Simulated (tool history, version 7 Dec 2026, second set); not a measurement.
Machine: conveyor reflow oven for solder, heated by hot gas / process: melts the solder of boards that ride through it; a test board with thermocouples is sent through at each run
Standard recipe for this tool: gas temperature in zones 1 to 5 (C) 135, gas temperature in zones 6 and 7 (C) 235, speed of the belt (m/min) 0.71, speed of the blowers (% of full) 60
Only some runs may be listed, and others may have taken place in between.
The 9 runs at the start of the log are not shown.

run,day,gas temperature in zones 1 to 5 (C),gas temperature in zones 6 and 7 (C),speed of the belt (m/min),speed of the blowers (% of full),highest temperature of the board (C),time above the solder's melting point (s)
# day 9.867: flux residue cleaned out of gas plates and filters, once more
10,10.017,135,235,0.71,60,214.3,48.2
11,10.7,135,235,0.71,68,214.9,49.3
12,11.612,135,235,0.71,68,215.8,49.5
13,12.817,135,225,0.71,60,205.2,39.7
14,13.817,135,235,0.71,79,216.8,50.3
15,15.012,135,235,0.71,79,217.1,50.1
16,15.888,139,242,0.723,71,222.1,53.4
17,17.354,139,242,0.723,71,222.1,53.8
18,18.175,139,242,0.723,67,221.2,53.3
19,19.55,139,242,0.723,67,220.6,53
20,20.979,140,237,0.841,66,209.9,38.6
21,21.671,146,241,0.723,87,223.3,57.7
22,23.158,133,241,0.723,87,221.4,52.2
# day 24.133: thermocouples of zones 6 and 7 changed
23,24.329,149,235,0.71,60,217.3,55.3
24,25.771,149,235,0.71,60,216.7,55
25,26.904,149,234,0.71,60,216.3,54.5
26,28.004,149,234,0.71,60,215.9,54.4
27,28.938,141,235,0.792,60,210.7,41.3
28,30.388,139,228,0.737,60,207.5,41.4
29,31.246,135,235,0.741,52,210,42.3
30,32.492,135,235,0.741,52,210.4,41.9

3 ways to go on from here, each from the tool as it stands after run 30. What would each give?
A,33.283,135,235,0.618,60,?,?
B,33.283,134,235,0.819,52,?,?
C,33.283,135,233,0.71,58,?,?

run,highest temperature of the board (C),time above the solder's melting point (s)
A,218.1,60
B,205.6,33.1
C,211.4,45.5
With the hidden condition removed and each run's random variation left untouched, the same runs would have given:
run,highest temperature of the board (C),time above the solder's melting point (s)
A,219.1,59.1
B,206.8,33.4
C,212.5,45.3

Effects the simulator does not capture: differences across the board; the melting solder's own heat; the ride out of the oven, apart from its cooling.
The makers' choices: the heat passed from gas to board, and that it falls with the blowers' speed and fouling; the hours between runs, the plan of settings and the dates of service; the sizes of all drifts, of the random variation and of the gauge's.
